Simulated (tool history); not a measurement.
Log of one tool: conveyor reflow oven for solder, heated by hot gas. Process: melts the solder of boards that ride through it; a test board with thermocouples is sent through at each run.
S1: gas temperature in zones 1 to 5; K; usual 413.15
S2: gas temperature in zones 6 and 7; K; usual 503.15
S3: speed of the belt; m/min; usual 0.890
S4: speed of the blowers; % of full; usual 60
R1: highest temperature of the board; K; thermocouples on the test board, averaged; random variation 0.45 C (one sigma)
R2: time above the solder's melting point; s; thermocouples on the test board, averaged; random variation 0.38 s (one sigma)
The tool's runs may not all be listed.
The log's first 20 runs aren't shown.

| run | day | S1 | S2 | S3 | S4 | R1 | R2 |
|---|---|---|---|---|---|---|---|
| 21 | 18.942 | 413.15 | 505.15 | 0.817 | 66 | 492.95 | 40.9 |
| 22 | 20.150 | 413.15 | 505.15 | 0.817 | 66 | 492.85 | 41.0 |
| 23 | 20.750 | 413.15 | 508.15 | 0.890 | 60 | 491.15 | 36.1 |
| 24 | 21.792 | 413.15 | 508.15 | 0.890 | 60 | 492.05 | 35.8 |
| 25 | 22.588 | 413.15 | 508.15 | 0.890 | 60 | 491.65 | 36.3 |
| 26 | 23.346 | 413.15 | 508.15 | 0.890 | 60 | 491.65 | 36.5 |
| 27 | 24.221 | 413.15 | 508.15 | 0.890 | 60 | 491.15 | 36.2 |
| 28 | 25.042 | 413.15 | 508.15 | 0.890 | 60 | 491.25 | 35.6 |
| 29 | 25.746 | 413.15 | 508.15 | 0.890 | 60 | 489.95 | 35.3 |
| 30 | 26.796 | 413.15 | 508.15 | 0.890 | 60 | 491.15 | 36.0 |
| 31 | 27.408 | 413.15 | 506.15 | 1.002 | 54 | 482.75 | 26.1 |

Forecast each of these 4 alternatives for the next run:
| A | 28.388 | 413.15 | 503.15 | 0.904 | 60 | ? | ? |
| B | 28.388 | 413.15 | 506.15 | 0.711 | 54 | ? | ? |
| C | 28.388 | 413.15 | 495.15 | 1.002 | 77 | ? | ? |
| D | 28.388 | 407.15 | 506.15 | 0.793 | 54 | ? | ? |

| run | R1 | R2 |
|---|---|---|
| A | 487.15 | 33.2 |
| B | 494.85 | 47.9 |
| C | 481.25 | 27.0 |
| D | 490.05 | 38.4 |
Without the tool's hidden state the same runs would have given:
| run | R1 | R2 |
|---|---|---|
| A | 484.85 | 31.9 |
| B | 492.15 | 46.3 |
| C | 479.15 | 25.8 |
| D | 487.55 | 36.9 |
